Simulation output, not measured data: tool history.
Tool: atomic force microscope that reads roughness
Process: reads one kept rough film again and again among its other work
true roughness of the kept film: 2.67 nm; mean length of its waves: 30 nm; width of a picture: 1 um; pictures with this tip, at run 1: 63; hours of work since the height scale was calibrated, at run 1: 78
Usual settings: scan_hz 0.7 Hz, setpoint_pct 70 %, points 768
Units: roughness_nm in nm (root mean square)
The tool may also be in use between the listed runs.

| run | hour | scan_hz | setpoint_pct | points | pictures with this tip | hours of work since the height scale was calibrated | roughness_nm |
|---|---|---|---|---|---|---|---|
| 1 | 0 | 0.7 | 70 | 768 | 63 | 78 | 2.36 |
| 2 | 6.6 | 0.7 | 70 | 768 | 75 | 81 | 2.35 |
| 3 | 17.1 | 0.7 | 70 | 768 | 94 | 87 | 2.353 |
| 4 | 31 | 0.7 | 85 | 768 | 119 | 94 | 2.222 |
| 5 | 38.5 | 0.7 | 85 | 768 | 133 | 98 | 2.202 |
| 6 | 51.4 | 0.7 | 70 | 768 | 156 | 105 | 2.258 |
| 7 | 62.7 | 3.25 | 70 | 768 | 176 | 112 | 2.017 |
| 8 | 71.9 | 3.25 | 70 | 768 | 193 | 117 | 2.002 |
| 9 | 86.5 | 3.25 | 70 | 768 | 219 | 125 | 1.989 |
| 10 | 94.3 | 3.11 | 70 | 768 | 234 | 129 | 1.982 |
|  | 96.3 | new tip fitted |
| 11 | 111.2 | 0.7 | 70 | 291 | 27 | 138 | 2.37 |
| 12 | 118.7 | 0.7 | 70 | 357 | 41 | 142 | 2.387 |
| 13 | 129.2 | 0.7 | 70 | 357 | 60 | 148 | 2.361 |
| 14 | 143.6 | 2.865 | 70 | 357 | 86 | 155 | 2.124 |
| 15 | 151.1 | 2.865 | 70 | 357 | 100 | 159 | 2.11 |
| 16 | 158.1 | 2.865 | 70 | 357 | 112 | 163 | 2.115 |
| 17 | 165.6 | 3.398 | 70 | 768 | 126 | 167 | 2.071 |
| 18 | 180.6 | 2.378 | 70 | 691 | 153 | 175 | 2.121 |
| 19 | 187.7 | 2.378 | 70 | 691 | 166 | 179 | 2.117 |
| 20 | 195.9 | 0.7 | 70 | 280 | 181 | 184 | 2.241 |
| 21 | 205.9 | 0.7 | 70 | 280 | 199 | 189 | 2.224 |
| 22 | 219.6 | 0.687 | 61 | 325 | 224 | 197 | 2.237 |
|  | 227.2 | new tip fitted |
| 23 | 233.1 | 0.845 | 87 | 260 | 11 | 204 | 2.24 |
| 24 | 249.2 | 1.693 | 77 | 804 | 40 | 212 | 2.204 |
| 25 | 258.3 | 0.7 | 77 | 768 | 57 | 217 | 2.325 |
| 26 | 272 | 1.462 | 70 | 592 | 82 | 225 | 2.276 |
| 27 | 280.5 | 1.462 | 70 | 592 | 97 | 229 | 2.231 |
| 28 | 289.3 | 0.7 | 77 | 394 | 113 | 234 | 2.264 |
| 29 | 297.7 | 2.904 | 70 | 406 | 128 | 239 | 2.079 |
| 30 | 310.4 | 0.7 | 60 | 714 | 151 | 246 | 2.294 |
| 31 | 317.8 | 0.7 | 83 | 768 | 165 | 250 | 2.177 |
| 32 | 330.6 | 0.7 | 83 | 768 | 188 | 257 | 2.181 |

How the hidden state differs across the entries between the runs, from the last listed run before each to the first after it:
Between runs 10 and 11: new tip fitted (hour 96.3)
  radius of the tip, nm: 14.7 -> 6; height scale over the true one, %: -0.21 -> -0.23
  measured less the result without the state, roughness_nm: -0.217 -> -0.032 nm (root mean square)
Between runs 22 and 23: new tip fitted (hour 227.2)
  radius of the tip, nm: 13.2 -> 5.9; height scale over the true one, %: -0.35 -> -0.36
  measured less the result without the state, roughness_nm: -0.213 -> -0.031 nm (root mean square)
